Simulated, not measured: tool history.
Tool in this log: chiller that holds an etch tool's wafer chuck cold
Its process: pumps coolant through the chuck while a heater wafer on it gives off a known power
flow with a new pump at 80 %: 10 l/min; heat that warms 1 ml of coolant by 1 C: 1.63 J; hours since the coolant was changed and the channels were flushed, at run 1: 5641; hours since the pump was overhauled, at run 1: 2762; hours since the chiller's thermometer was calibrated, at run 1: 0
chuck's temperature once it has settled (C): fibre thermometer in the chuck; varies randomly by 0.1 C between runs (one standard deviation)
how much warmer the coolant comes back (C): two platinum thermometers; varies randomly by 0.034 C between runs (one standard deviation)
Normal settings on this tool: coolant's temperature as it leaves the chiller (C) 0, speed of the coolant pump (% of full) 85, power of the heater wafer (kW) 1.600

run,hour,coolant's temperature as it leaves the chiller (C),speed of the coolant pump (% of full),power of the heater wafer (kW),hours since the coolant was changed and the channels were flushed,hours since the pump was overhauled,hours since the chiller's thermometer was calibrated,chuck's temperature once it has settled (C),how much warmer the coolant comes back (C)
1,0.0,0,85,1.600,5641,2762,0,17.8,5.67
2,115.9,0,85,1.600,5757,2878,116,18.0,5.73
3,189.3,0,85,1.600,5830,2951,189,17.8,5.73
4,259.0,0,85,1.600,5900,3021,259,18.0,5.71
5,365.1,0,85,1.600,6006,3127,365,18.0,5.75
6,465.4,0,85,1.600,6106,3227,465,18.1,5.70
7,551.5,-7,85,1.600,6192,3314,552,11.1,5.73
8,682.3,-7,85,1.600,6323,3444,682,11.3,5.77
9,753.9,-7,85,1.600,6395,3516,754,11.1,5.82
10,875.8,0,78,1.600,6516,3638,876,19.4,6.33
11,1008.7,0,78,1.600,6649,3771,1009,19.3,6.48
12,1098.6,0,78,1.600,6739,3861,1099,19.4,6.37
13,1200.5,0,78,1.600,6841,3962,1200,19.6,6.41
14,1335.0,0,85,1.600,6976,4097,1335,18.6,5.78
15,1416.1,0,85,1.600,7057,4178,1416,18.6,5.88
16,1522.7,0,85,1.600,7163,4285,1523,18.5,5.84
17,1623.4,0,83,1.274,7264,4385,1623,15.3,4.78
18,1755.0,-7,80,2.055,7396,4517,1755,18.1,8.09
19,1889.2,-5,65,2.061,7530,4651,1889,23.7,10.32
20,1971.2,-5,65,2.061,7612,4733,1971,23.7,10.25
21,2084.9,-5,65,2.061,7726,4847,2085,23.7,10.28
22,2147.2,-2,85,1.177,7788,4909,2147,11.8,4.36
23,2234.0,7,64,2.186,7875,4996,2234,38.1,11.18
24,2321.8,3,72,1.450,7962,5084,2322,22.2,6.53
25,2446.3,7,85,1.923,8087,5208,2446,30.1,7.04
26,2537.3,7,65,1.600,8178,5299,2537,29.7,8.04
27,2676.0,3,64,1.210,8317,5438,2676,20.4,6.16
28,2775.7,-9,63,0.852,8416,5538,2776,3.4,4.47
29,2908.9,-9,63,0.852,8550,5671,2909,3.3,4.49
30,2991.2,-9,63,0.852,8632,5753,2991,3.3,4.49
31,3077.9,9,80,2.204,8719,5840,3078,37.1,8.85

Below are 3 alternative next runs, each starting from the tool's condition after run 31. Predict each:
A,3146.3,0,78,0.966,8787,5908,3146,?,?
B,3146.3,0,85,2.297,8787,5908,3146,?,?
C,3146.3,0,77,1.600,8787,5908,3146,?,?

run,chuck's temperature once it has settled (C),how much warmer the coolant comes back (C)
A,12.5,3.96
B,28.4,8.54
C,20.8,6.69
Stripped of hidden state, with their random variation kept, the same runs would have yielded:
run,chuck's temperature once it has settled (C),how much warmer the coolant comes back (C)
A,9.7,3.63
B,21.8,7.83
C,16.1,6.13

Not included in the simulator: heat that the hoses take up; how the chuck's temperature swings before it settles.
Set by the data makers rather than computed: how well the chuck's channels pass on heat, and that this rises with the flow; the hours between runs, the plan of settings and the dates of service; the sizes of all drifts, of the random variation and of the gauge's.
